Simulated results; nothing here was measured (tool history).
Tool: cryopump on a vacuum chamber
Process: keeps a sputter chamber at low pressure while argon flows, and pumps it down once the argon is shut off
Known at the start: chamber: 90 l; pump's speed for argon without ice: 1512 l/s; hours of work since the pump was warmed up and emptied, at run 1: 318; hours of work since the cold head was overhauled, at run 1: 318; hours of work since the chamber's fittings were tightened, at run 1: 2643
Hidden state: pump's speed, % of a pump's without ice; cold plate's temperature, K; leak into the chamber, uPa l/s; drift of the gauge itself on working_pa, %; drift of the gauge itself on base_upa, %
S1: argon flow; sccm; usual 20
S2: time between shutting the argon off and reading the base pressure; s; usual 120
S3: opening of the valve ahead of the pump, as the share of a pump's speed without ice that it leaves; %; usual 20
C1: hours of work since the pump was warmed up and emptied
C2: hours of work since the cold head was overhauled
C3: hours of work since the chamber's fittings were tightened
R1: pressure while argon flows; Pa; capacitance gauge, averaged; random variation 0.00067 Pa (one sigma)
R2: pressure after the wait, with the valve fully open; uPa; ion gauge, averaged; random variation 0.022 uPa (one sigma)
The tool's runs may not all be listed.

run 1 hour=0 | S1=20 S2=120 S3=20 | C1=318 C2=318 C3=2643 | R1=0.1151 R2=1
run 2 hour=15.1 | S1=20 S2=120 S3=20 | C1=329 C2=329 C3=2654 | R1=0.1155 R2=1
run 3 hour=30.3 | S1=20 S2=120 S3=20 | C1=341 C2=341 C3=2666 | R1=0.115 R2=1
run 4 hour=53.5 | S1=20 S2=120 S3=20 | C1=359 C2=359 C3=2684 | R1=0.1149 R2=0.96
run 5 hour=82.3 | S1=20 S2=120 S3=20 | C1=381 C2=381 C3=2706 | R1=0.1157 R2=0.98
run 6 hour=112.5 | S1=13 S2=120 S3=20 | C1=404 C2=404 C3=2729 | R1=0.0751 R2=1.02
run 7 hour=132.3 | S1=13 S2=120 S3=20 | C1=419 C2=419 C3=2745 | R1=0.0753 R2=1.07
run 8 hour=155 | S1=20 S2=120 S3=20 | C1=437 C2=437 C3=2762 | R1=0.1152 R2=1.02
run 9 hour=172.6 | S1=20 S2=120 S3=15 | C1=451 C2=451 C3=2776 | R1=0.1524 R2=1.02
run 10 hour=199.2 | S1=20 S2=120 S3=38 | C1=471 C2=471 C3=2796 | R1=0.0633 R2=1.03
run 11 hour=220.7 | S1=20 S2=120 S3=38 | C1=488 C2=488 C3=2813 | R1=0.0632 R2=1.03
run 12 hour=240.4 | S1=20 S2=120 S3=20 | C1=503 C2=503 C3=2828 | R1=0.1157 R2=0.99
run 13 hour=262.8 | S1=20 S2=120 S3=20 | C1=520 C2=520 C3=2845 | R1=0.1171 R2=1.07
run 14 hour=292.6 | S1=20 S2=120 S3=20 | C1=543 C2=543 C3=2868 | R1=0.1177 R2=1.08
run 15 hour=311.2 | S1=20 S2=157 S3=20 | C1=557 C2=557 C3=2882 | R1=0.1188 R2=0.91
run 16 hour=332.9 | S1=28 S2=120 S3=20 | C1=574 C2=574 C3=2899 | R1=0.1633 R2=1.04
run 17 hour=352 | S1=20 S2=120 S3=20 | C1=589 C2=589 C3=2914 | R1=0.1176 R2=1.06
run 18 hour=374.5 | S1=15 S2=135 S3=55 | C1=606 C2=606 C3=2931 | R1=0.0352 R2=0.98
run 19 hour=403.7 | S1=15 S2=135 S3=55 | C1=629 C2=629 C3=2954 | R1=0.0356 R2=1.02
run 20 hour=430.4 | S1=15 S2=135 S3=55 | C1=649 C2=649 C3=2974 | R1=0.0368 R2=1.04
run 21 hour=454 | S1=15 S2=135 S3=55 | C1=667 C2=667 C3=2992 | R1=0.0358 R2=1.09
run 22 hour=469.8 | S1=28 S2=35 S3=44 | C1=679 C2=679 C3=3004 | R1=0.0814 R2=2.28
run 23 hour=499.9 | S1=28 S2=35 S3=44 | C1=703 C2=703 C3=3028 | R1=0.082 R2=2.31
run 24 hour=523.2 | S1=12 S2=298 S3=27 | C1=721 C2=721 C3=3046 | R1=0.054 R2=0.82
run 25 hour=545 | S1=24 S2=120 S3=47 | C1=737 C2=737 C3=3062 | R1=0.0671 R2=1.14
run 26 hour=565.9 | S1=9 S2=120 S3=32 | C1=753 C2=753 C3=3078 | R1=0.0349 R2=1.08
run 27 hour=595.6 | S1=26 S2=214 S3=52 | C1=776 C2=776 C3=3101 | R1=0.0668 R2=0.93
run 28 hour=611.2 | S1=26 S2=230 S3=52 | C1=788 C2=788 C3=3113 | R1=0.0668 R2=0.91
run 29 hour=633.1 | S1=22 S2=33 S3=52 | C1=805 C2=805 C3=3130 | R1=0.0572 R2=2.41
run 30 hour=660.2 | S1=20 S2=120 S3=46 | C1=826 C2=826 C3=3151 | R1=0.0583 R2=1.17
run 31 hour=680.7 | S1=11 S2=120 S3=29 | C1=842 C2=842 C3=3167 | R1=0.0473 R2=1.15
run 32 hour=708.3 | S1=16 S2=120 S3=39 | C1=863 C2=863 C3=3188 | R1=0.0531 R2=1.18
run 33 hour=740.9 | S1=16 S2=26 S3=17 | C1=888 C2=888 C3=3213 | R1=0.1136 R2=2.86
run 34 hour=762.5 | S1=16 S2=26 S3=17 | C1=905 C2=905 C3=3230 | R1=0.1136 R2=3.04

Measured less the same run without the tool's hidden state. The same run-to-run variation is in both; the gauge's scatter may not be:
run=1 R1=+0.0029 R2=+0.29
run=2 R1=+0.003 R2=+0.3
run=3 R1=+0.0031 R2=+0.31
run=4 R1=+0.0033 R2=+0.3
run=5 R1=+0.0035 R2=+0.31
run=6 R1=+0.0024 R2=+0.33
run=7 R1=+0.0025 R2=+0.33
run=8 R1=+0.0041 R2=+0.32
run=9 R1=+0.0043 R2=+0.33
run=10 R1=+0.0045 R2=+0.34
run=11 R1=+0.0047 R2=+0.34
run=12 R1=+0.0048 R2=+0.34
run=13 R1=+0.0051 R2=+0.36
run=14 R1=+0.0053 R2=+0.37
run=15 R1=+0.0055 R2=+0.36
run=16 R1=+0.008 R2=+0.37
run=17 R1=+0.0059 R2=+0.38
run=18 R1=+0.0045 R2=+0.38
run=19 R1=+0.0048 R2=+0.4
run=20 R1=+0.005 R2=+0.4
run=21 R1=+0.0052 R2=+0.42
run=22 R1=+0.0099 R2=+0.42
run=23 R1=+0.0104 R2=+0.42
run=24 R1=+0.0046 R2=+0.42
run=25 R1=+0.0094 R2=+0.44
run=26 R1=+0.0036 R2=+0.44
run=27 R1=+0.0109 R2=+0.46
run=28 R1=+0.0111 R2=+0.46
run=29 R1=+0.0097 R2=+0.46
run=30 R1=+0.0092 R2=+0.47
run=31 R1=+0.0052 R2=+0.48
run=32 R1=+0.0079 R2=+0.49
run=33 R1=+0.0082 R2=+0.48
run=34 R1=+0.0084 R2=+0.53
